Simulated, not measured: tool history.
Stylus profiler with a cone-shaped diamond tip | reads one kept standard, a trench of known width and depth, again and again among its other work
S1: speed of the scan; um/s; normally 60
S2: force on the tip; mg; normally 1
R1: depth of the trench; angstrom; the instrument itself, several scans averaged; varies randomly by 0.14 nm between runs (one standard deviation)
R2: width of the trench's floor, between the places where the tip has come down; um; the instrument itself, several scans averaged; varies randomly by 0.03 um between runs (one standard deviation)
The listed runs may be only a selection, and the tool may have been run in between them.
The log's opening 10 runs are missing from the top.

run 11 hour=744 | S1=60 S2=1 | R1=5037.9 R2=47.12
run 12 hour=825.7 | S1=60 S2=1 | R1=5038.9 R2=47.1
run 13 hour=883.5 | S1=60 S2=1 | R1=5037.5 R2=47.11
run 14 hour=969 | S1=60 S2=1.94 | R1=5059.5 R2=47.1
run 15 hour=1049.1 | S1=60 S2=1.94 | R1=5059.3 R2=47.21
run 16 hour=1109.4 | S1=60 S2=1 | R1=5035.6 R2=47.05
run 17 hour=1171.5 | S1=69 S2=1 | R1=5037.9 R2=47.07
run 18 hour=1258.8 | S1=22 S2=2.1 | R1=5063.6 R2=47.28
run 19 hour=1325.8 | S1=18 S2=0.51 | R1=5027.1 R2=47.25
run 20 hour=1389.4 | S1=18 S2=0.51 | R1=5023.9 R2=47.25
run 21 hour=1438.3 | S1=134 S2=0.34 | R1=5015.4 R2=46.32
run 22 hour=1517.8 | S1=60 S2=0.96 | R1=5037.5 R2=47.14
run 23 hour=1563.1 | S1=60 S2=0.96 | R1=5040.3 R2=47.08
run 24 hour=1650.5 | S1=80 S2=0.96 | R1=5039 R2=46.94
run 25 hour=1698.3 | S1=96 S2=1.16 | R1=5043.4 R2=46.91
run 26 hour=1794.2 | S1=52 S2=0.34 | R1=5020.5 R2=46.97
run 27 hour=1851.6 | S1=166 S2=0.67 | R1=5029.6 R2=46.47
run 28 hour=1909 | S1=28 S2=0.58 | R1=5024.3 R2=47.2
run 29 hour=1992.9 | S1=109 S2=0.41 | R1=5023.3 R2=46.66
run 30 hour=2082.5 | S1=33 S2=0.37 | R1=5018.2 R2=47.13
run 31 hour=2156.5 | S1=66 S2=0.37 | R1=5019.5 R2=46.9
run 32 hour=2225.1 | S1=66 S2=0.37 | R1=5021.8 R2=46.86
run 33 hour=2316.3 | S1=39 S2=0.8 | R1=5031.2 R2=47.18
run 34 hour=2369.6 | S1=130 S2=0.77 | R1=5032.8 R2=46.7

4 ways to go on from here, each from the tool as it stands after run 34. What would each give?
run A hour=2437.2 | S1=18 S2=0.76 | R1=? R2=?
run B hour=2437.2 | S1=75 S2=1.58 | R1=? R2=?
run C hour=2437.2 | S1=130 S2=1.75 | R1=? R2=?
run D hour=2437.2 | S1=24 S2=2.4 | R1=? R2=?

run=A R1=5030.9 R2=47.3
run=B R1=5053.3 R2=47.06
run=C R1=5058.5 R2=46.92
run=D R1=5068.5 R2=47.29
Without the tool's hidden state the same runs would have given:
run=A R1=5030.7 R2=47.3
run=B R1=5053.1 R2=47.07
run=C R1=5058.3 R2=46.93
run=D R1=5068.3 R2=47.29

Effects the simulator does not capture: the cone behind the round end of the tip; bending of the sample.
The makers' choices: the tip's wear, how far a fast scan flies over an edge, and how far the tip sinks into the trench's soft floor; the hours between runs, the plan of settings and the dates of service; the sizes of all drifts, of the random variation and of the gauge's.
